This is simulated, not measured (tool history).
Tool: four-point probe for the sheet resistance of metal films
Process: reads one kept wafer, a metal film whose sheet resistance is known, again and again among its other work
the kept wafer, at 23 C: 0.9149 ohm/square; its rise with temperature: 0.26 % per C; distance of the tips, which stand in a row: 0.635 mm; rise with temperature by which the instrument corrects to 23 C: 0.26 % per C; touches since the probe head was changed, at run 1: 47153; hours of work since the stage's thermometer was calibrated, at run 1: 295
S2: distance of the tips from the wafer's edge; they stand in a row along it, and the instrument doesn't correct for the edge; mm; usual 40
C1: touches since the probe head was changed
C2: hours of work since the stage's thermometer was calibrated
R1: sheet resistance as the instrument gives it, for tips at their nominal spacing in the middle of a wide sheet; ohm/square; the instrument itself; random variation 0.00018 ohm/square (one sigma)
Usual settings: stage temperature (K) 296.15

run 1 hour=0 | stage_temperature_(K)=296.15 S2=40 | C1=47153 C2=295 | R1=0.916833
run 2 hour=30.6 | stage_temperature_(K)=296.15 S2=4 | C1=48513 C2=311 | R1=0.92929
run 3 hour=53.3 | stage_temperature_(K)=296.15 S2=4 | C1=49524 C2=324 | R1=0.928871
run 4 hour=68.6 | stage_temperature_(K)=296.15 S2=40 | C1=50204 C2=332 | R1=0.917224
run 5 hour=98.1 | stage_temperature_(K)=296.15 S2=40 | C1=51518 C2=348 | R1=0.917425
run 6 hour=129.9 | stage_temperature_(K)=296.15 S2=15 | C1=52935 C2=364 | R1=0.918085
run 7 hour=149.1 | stage_temperature_(K)=296.15 S2=51 | C1=53791 C2=375 | R1=0.917502
run 8 hour=165.7 | stage_temperature_(K)=302.15 S2=40 | C1=54529 C2=384 | R1=0.917562
run 9 hour=194.4 | stage_temperature_(K)=296.15 S2=9 | C1=55804 C2=399 | R1=0.920258
run 10 hour=216.4 | stage_temperature_(K)=304.15 S2=40 | C1=56784 C2=411 | R1=0.917539
run 11 hour=242.5 | stage_temperature_(K)=304.15 S2=40 | C1=57947 C2=425 | R1=0.917521
run 12 hour=270.8 | stage_temperature_(K)=301.15 S2=40 | C1=59208 C2=440 | R1=0.917672
run 13 hour=284.3 | stage_temperature_(K)=301.15 S2=40 | C1=59809 C2=447 | R1=0.917978
run 14 hour=310.7 | stage_temperature_(K)=301.15 S2=40 | C1=60984 C2=461 | R1=0.917891
run 15 hour=333.3 | stage_temperature_(K)=296.15 S2=40 | C1=61988 C2=473 | R1=0.918175
run 16 hour=358.2 | stage_temperature_(K)=296.15 S2=40 | C1=63097 C2=486 | R1=0.918359
run 17 hour=377 | stage_temperature_(K)=296.15 S2=40 | C1=63936 C2=496 | R1=0.918305
run 18 hour=403.4 | stage_temperature_(K)=293.15 S2=40 | C1=65109 C2=510 | R1=0.918723
run 19 hour=432.3 | stage_temperature_(K)=299.15 S2=13 | C1=66394 C2=526 | R1=0.919316
run 20 hour=449.7 | stage_temperature_(K)=299.15 S2=13 | C1=67170 C2=535 | R1=0.9193
run 21 hour=481.1 | stage_temperature_(K)=303.15 S2=54 | C1=68568 C2=552 | R1=0.918492
run 22 hour=509.2 | stage_temperature_(K)=303.15 S2=54 | C1=69818 C2=567 | R1=0.918411
run 23 hour=529.3 | stage_temperature_(K)=303.15 S2=32 | C1=70714 C2=578 | R1=0.9185
run 24 hour=556.7 | stage_temperature_(K)=306.15 S2=44 | C1=71934 C2=592 | R1=0.918288
run 25 hour=575 | stage_temperature_(K)=293.15 S2=30 | C1=72749 C2=602 | R1=0.91939
run 26 hour=600.8 | stage_temperature_(K)=292.15 S2=8 | C1=73895 C2=616 | R1=0.922289
run 27 hour=621.4 | stage_temperature_(K)=297.15 S2=8 | C1=74812 C2=627 | R1=0.922146
run 28 hour=639.4 | stage_temperature_(K)=301.15 S2=16 | C1=75615 C2=636 | R1=0.91976
run 29 hour=657.7 | stage_temperature_(K)=295.15 S2=17 | C1=76427 C2=646 | R1=0.919914

The next listed run, before its measurement:
run 30 hour=683.5 | stage_temperature_(K)=294.15 S2=13 | C1=77577 C2=660 | R1=?

R1: 0.920444 ohm/square
Without the tool's hidden state the same run would have given R1 0.916142 ohm/square.

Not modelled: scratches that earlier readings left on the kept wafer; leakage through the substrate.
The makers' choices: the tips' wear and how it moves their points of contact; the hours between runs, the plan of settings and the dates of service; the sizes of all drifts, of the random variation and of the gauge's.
